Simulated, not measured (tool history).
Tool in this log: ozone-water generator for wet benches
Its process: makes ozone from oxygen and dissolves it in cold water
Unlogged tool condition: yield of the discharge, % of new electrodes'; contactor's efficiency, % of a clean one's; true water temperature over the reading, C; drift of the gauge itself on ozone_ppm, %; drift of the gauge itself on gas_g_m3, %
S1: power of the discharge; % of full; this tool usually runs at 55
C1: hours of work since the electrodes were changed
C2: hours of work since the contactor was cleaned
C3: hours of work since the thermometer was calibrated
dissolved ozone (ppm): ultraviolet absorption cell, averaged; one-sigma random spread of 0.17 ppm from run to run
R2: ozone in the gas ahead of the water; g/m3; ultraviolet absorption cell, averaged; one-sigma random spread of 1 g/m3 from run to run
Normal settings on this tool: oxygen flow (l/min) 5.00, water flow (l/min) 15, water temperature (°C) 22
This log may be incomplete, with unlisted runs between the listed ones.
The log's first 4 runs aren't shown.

run 5 hour=133.1 | S1=55 oxygen_flow_(l/min)=5.00 water_flow_(l/min)=15 water_temperature_(°C)=22 | C1=930 C2=4360 C3=1979 | dissolved_ozone_(ppm)=22.3 R2=174.6
run 6 hour=157.8 | S1=55 oxygen_flow_(l/min)=5.00 water_flow_(l/min)=15 water_temperature_(°C)=22 | C1=946 C2=4376 C3=1995 | dissolved_ozone_(ppm)=22.1 R2=175.3
run 7 hour=195.5 | S1=55 oxygen_flow_(l/min)=5.00 water_flow_(l/min)=15 water_temperature_(°C)=22 | C1=970 C2=4401 C3=2020 | dissolved_ozone_(ppm)=22.0 R2=177.2
run 8 hour=227.7 | S1=55 oxygen_flow_(l/min)=5.00 water_flow_(l/min)=15 water_temperature_(°C)=22 | C1=991 C2=4422 C3=2041 | dissolved_ozone_(ppm)=22.1 R2=175.8
run 9 hour=250.4 | S1=55 oxygen_flow_(l/min)=5.00 water_flow_(l/min)=15 water_temperature_(°C)=22 | C1=1006 C2=4436 C3=2055 | dissolved_ozone_(ppm)=22.1 R2=176.1
run 10 hour=286.6 | S1=55 oxygen_flow_(l/min)=5.00 water_flow_(l/min)=15 water_temperature_(°C)=22 | C1=1030 C2=4460 C3=2079 | dissolved_ozone_(ppm)=21.8 R2=175.5
run 11 hour=332.2 | S1=55 oxygen_flow_(l/min)=5.00 water_flow_(l/min)=15 water_temperature_(°C)=22 | C1=1060 C2=4490 C3=2109 | dissolved_ozone_(ppm)=21.8 R2=175.5
run 12 hour=356.3 | S1=55 oxygen_flow_(l/min)=5.00 water_flow_(l/min)=15 water_temperature_(°C)=22 | C1=1075 C2=4505 C3=2124 | dissolved_ozone_(ppm)=22.2 R2=175.4
run 13 hour=375.4 | S1=55 oxygen_flow_(l/min)=5.00 water_flow_(l/min)=15 water_temperature_(°C)=22 | C1=1088 C2=4518 C3=2137 | dissolved_ozone_(ppm)=22.1 R2=174.9
run 14 hour=409.9 | S1=55 oxygen_flow_(l/min)=5.00 water_flow_(l/min)=15 water_temperature_(°C)=22 | C1=1110 C2=4540 C3=2159 | dissolved_ozone_(ppm)=22.0 R2=176.3
run 15 hour=445.1 | S1=55 oxygen_flow_(l/min)=5.00 water_flow_(l/min)=15 water_temperature_(°C)=22 | C1=1133 C2=4563 C3=2182 | dissolved_ozone_(ppm)=21.8 R2=174.8
run 16 hour=474.3 | S1=55 oxygen_flow_(l/min)=5.00 water_flow_(l/min)=15 water_temperature_(°C)=22 | C1=1152 C2=4582 C3=2201 | dissolved_ozone_(ppm)=21.9 R2=176.4
run 17 hour=507.4 | S1=55 oxygen_flow_(l/min)=5.00 water_flow_(l/min)=15 water_temperature_(°C)=22 | C1=1174 C2=4604 C3=2223 | dissolved_ozone_(ppm)=22.0 R2=175.1
run 18 hour=542.7 | S1=55 oxygen_flow_(l/min)=3.19 water_flow_(l/min)=15 water_temperature_(°C)=20 | C1=1197 C2=4627 C3=2246 | dissolved_ozone_(ppm)=23.6 R2=230.0
run 19 hour=569.4 | S1=53 oxygen_flow_(l/min)=3.19 water_flow_(l/min)=21 water_temperature_(°C)=20 | C1=1214 C2=4644 C3=2263 | dissolved_ozone_(ppm)=17.6 R2=226.0
run 20 hour=602.9 | S1=91 oxygen_flow_(l/min)=5.00 water_flow_(l/min)=15 water_temperature_(°C)=22 | C1=1236 C2=4666 C3=2285 | dissolved_ozone_(ppm)=33.6 R2=265.7
run 21 hour=622.7 | S1=55 oxygen_flow_(l/min)=5.84 water_flow_(l/min)=15 water_temperature_(°C)=22 | C1=1249 C2=4679 C3=2298 | dissolved_ozone_(ppm)=21.0 R2=156.6
run 22 hour=652.4 | S1=55 oxygen_flow_(l/min)=5.00 water_flow_(l/min)=15 water_temperature_(°C)=22 | C1=1268 C2=4698 C3=2317 | dissolved_ozone_(ppm)=21.8 R2=173.2
run 23 hour=676.3 | S1=55 oxygen_flow_(l/min)=5.00 water_flow_(l/min)=15 water_temperature_(°C)=22 | C1=1284 C2=4714 C3=2333 | dissolved_ozone_(ppm)=21.9 R2=175.1
run 24 hour=697.0 | S1=55 oxygen_flow_(l/min)=8.93 water_flow_(l/min)=10 water_temperature_(°C)=17 | C1=1297 C2=4727 C3=2346 | dissolved_ozone_(ppm)=25.6 R2=120.0
run 25 hour=741.7 | S1=55 oxygen_flow_(l/min)=5.00 water_flow_(l/min)=14 water_temperature_(°C)=28 | C1=1326 C2=4757 C3=2376 | dissolved_ozone_(ppm)=20.5 R2=174.8

Predict the results of run 26:
run 26 hour=784.3 | S1=74 oxygen_flow_(l/min)=5.00 water_flow_(l/min)=15 water_temperature_(°C)=28 | C1=1354 C2=4784 C3=2403 | dissolved_ozone_(ppm)=? R2=?

Run 26 came out at dissolved ozone (ppm) 25.1, R2 222.2 g/m3.
Take away the tool's hidden state, keep the run-to-run variation as it was, and the same run would have given dissolved ozone (ppm) 26.6, R2 230.3 g/m3.

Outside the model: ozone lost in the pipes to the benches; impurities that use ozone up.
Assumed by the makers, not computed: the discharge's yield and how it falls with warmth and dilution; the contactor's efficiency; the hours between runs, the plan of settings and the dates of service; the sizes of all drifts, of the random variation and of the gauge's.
